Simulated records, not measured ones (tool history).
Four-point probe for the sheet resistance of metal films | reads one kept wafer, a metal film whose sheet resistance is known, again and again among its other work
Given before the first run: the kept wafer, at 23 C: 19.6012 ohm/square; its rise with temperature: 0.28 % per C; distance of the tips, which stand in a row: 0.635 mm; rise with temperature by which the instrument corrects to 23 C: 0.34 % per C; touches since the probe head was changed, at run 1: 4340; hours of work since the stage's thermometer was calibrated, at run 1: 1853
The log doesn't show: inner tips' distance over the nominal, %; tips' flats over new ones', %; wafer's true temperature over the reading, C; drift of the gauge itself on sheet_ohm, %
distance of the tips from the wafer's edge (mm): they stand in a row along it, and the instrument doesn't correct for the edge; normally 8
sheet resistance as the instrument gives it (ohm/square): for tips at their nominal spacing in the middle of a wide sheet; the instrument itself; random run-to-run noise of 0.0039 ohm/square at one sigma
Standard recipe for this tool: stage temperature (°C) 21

| run | hour | stage temperature (°C) | distance of the tips from the wafer's edge (mm) | touches since the probe head was changed | hours of work since the stage's thermometer was calibrated | sheet resistance as the instrument gives it (ohm/square) |
|---|---|---|---|---|---|---|
| 1 | 0 | 21 | 8 | 4340 | 1853 | 19.751099 |
| 2 | 8.9 | 21 | 8 | 4486 | 1859 | 19.749219 |
| 3 | 17.1 | 21 | 8 | 4619 | 1864 | 19.74151 |
| 4 | 29.5 | 21 | 8 | 4821 | 1871 | 19.754217 |
| 5 | 44.9 | 21 | 8 | 5072 | 1881 | 19.752535 |
| 6 | 53.5 | 21 | 59 | 5214 | 1886 | 19.681782 |
| 7 | 65.3 | 21 | 59 | 5406 | 1894 | 19.682698 |
| 8 | 78.8 | 21 | 59 | 5626 | 1902 | 19.677429 |
| 9 | 90.1 | 27 | 13 | 5812 | 1909 | 19.624793 |
| 10 | 100.5 | 21 | 5 | 5980 | 1916 | 19.846816 |
|  | 101.8 | stage's thermometer calibrated |
| 11 | 108.5 | 21 | 5 | 6103 | 4 | 19.859778 |
| 12 | 121 | 21 | 5 | 6307 | 12 | 19.861478 |
| 13 | 131.4 | 21 | 5 | 6477 | 18 | 19.856043 |
|  | 139.3 | stage's thermometer calibrated, once more |
| 14 | 143.1 | 19 | 5 | 6660 | 2 | 19.847539 |

Below are 5 alternative next runs, each starting from the tool's condition after run 14. Predict each:
| A | 154.3 | 29 | 15 | 6843 | 9 | ? |
| B | 154.3 | 19 | 28 | 6843 | 9 | ? |
| C | 154.3 | 21 | 30 | 6843 | 9 | ? |
| D | 154.3 | 19 | 36 | 6843 | 9 | ? |
| E | 154.3 | 18 | 20 | 6843 | 9 | ? |

| run | sheet resistance as the instrument gives it (ohm/square) |
|---|---|
| A | 19.564236 |
| B | 19.679037 |
| C | 19.65727 |
| D | 19.67858 |
| E | 19.7088 |
With no hidden state in the tool, these same runs would have given:
| run | sheet resistance as the instrument gives it (ohm/square) |
|---|---|
| A | 19.540771 |
| B | 19.655566 |
| C | 19.633799 |
| D | 19.65511 |
| E | 19.685309 |
